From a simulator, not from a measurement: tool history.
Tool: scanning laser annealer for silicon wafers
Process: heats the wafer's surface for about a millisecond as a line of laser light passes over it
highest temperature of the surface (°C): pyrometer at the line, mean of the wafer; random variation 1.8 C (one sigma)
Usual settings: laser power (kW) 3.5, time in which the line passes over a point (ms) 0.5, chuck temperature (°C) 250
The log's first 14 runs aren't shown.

| run | hour | laser power (kW) | time in which the line passes over a point (ms) | chuck temperature (°C) | hours of work since the window was cleaned | hours of work since the power meter was calibrated | hours of work since the optics were aligned | highest temperature of the surface (°C) |
|---|---|---|---|---|---|---|---|---|
| 15 | 1067.5 | 3.7 | 0.5 | 250 | 246 | 1925 | 216 | 1123 |
| 16 | 1153.2 | 3.7 | 0.5 | 250 | 288 | 1967 | 259 | 1124 |
| 17 | 1248.4 | 3.7 | 0.5 | 250 | 335 | 2014 | 305 | 1123 |
| 18 | 1328.8 | 3.5 | 0.5 | 246 | 375 | 2054 | 345 | 1065 |
| 19 | 1416.1 | 3.183 | 0.5 | 250 | 418 | 2096 | 388 | 989 |
| 20 | 1493.3 | 3.183 | 0.5 | 250 | 456 | 2134 | 426 | 988 |
| 21 | 1549.1 | 3.5 | 0.376 | 275 | 483 | 2162 | 453 | 972 |
| 22 | 1634.3 | 3.5 | 0.376 | 275 | 525 | 2204 | 495 | 975 |
| 23 | 1705.6 | 3.5 | 0.363 | 220 | 560 | 2239 | 530 | 905 |
|  | 1725.3 | window over the wafer cleaned |
| 24 | 1748.5 | 3.083 | 0.47 | 282 | 11 | 2259 | 551 | 967 |
| 25 | 1839.5 | 3.449 | 0.538 | 285 | 56 | 2304 | 595 | 1126 |
| 26 | 1885.3 | 3.449 | 0.538 | 285 | 79 | 2326 | 618 | 1124 |
| 27 | 1938 | 3.449 | 0.538 | 285 | 105 | 2352 | 644 | 1127 |
| 28 | 2010.1 | 3.5 | 0.447 | 250 | 140 | 2388 | 679 | 1021 |
| 29 | 2097.7 | 3.5 | 0.447 | 250 | 183 | 2431 | 722 | 1019 |
| 30 | 2172.3 | 3.5 | 0.447 | 250 | 220 | 2468 | 759 | 1024 |
| 31 | 2253.1 | 3.5 | 0.447 | 266 | 260 | 2507 | 799 | 1035 |
| 32 | 2312 | 2.982 | 0.492 | 239 | 289 | 2536 | 828 | 912 |
| 33 | 2361.7 | 2.982 | 0.492 | 239 | 313 | 2561 | 852 | 914 |
|  | 2405.5 | optics aligned, line set to its width |
| 34 | 2416.1 | 3.5 | 0.59 | 218 | 337 | 2585 | 5 | 1117 |
| 35 | 2492.9 | 3.5 | 0.59 | 218 | 375 | 2623 | 43 | 1117 |
| 36 | 2536.6 | 3.261 | 0.397 | 218 | 397 | 2644 | 64 | 882 |
| 37 | 2587 | 3.261 | 0.397 | 218 | 422 | 2669 | 89 | 882 |
| 38 | 2672.9 | 3.746 | 0.375 | 233 | 464 | 2711 | 132 | 989 |
| 39 | 2760.7 | 3.5 | 0.526 | 250 | 507 | 2755 | 175 | 1096 |

5 ways to go on from here, each from the tool as it stands after run 39. What would each give?
| A | 2806 | 3.5 | 0.382 | 250 | 529 | 2777 | 197 | ? |
| B | 2806 | 3.544 | 0.422 | 250 | 529 | 2777 | 197 | ? |
| C | 2806 | 3.573 | 0.582 | 212 | 529 | 2777 | 197 | ? |
| D | 2806 | 3.31 | 0.41 | 275 | 529 | 2777 | 197 | ? |
| E | 2806 | 3.636 | 0.526 | 250 | 529 | 2777 | 197 | ? |

| run | highest temperature of the surface (°C) |
|---|---|
| A | 955 |
| B | 1005 |
| C | 1125 |
| D | 961 |
| E | 1130 |
Without the tool's hidden state the same runs would have given:
| run | highest temperature of the surface (°C) |
|---|---|
| A | 956 |
| B | 1007 |
| C | 1127 |
| D | 963 |
| E | 1131 |
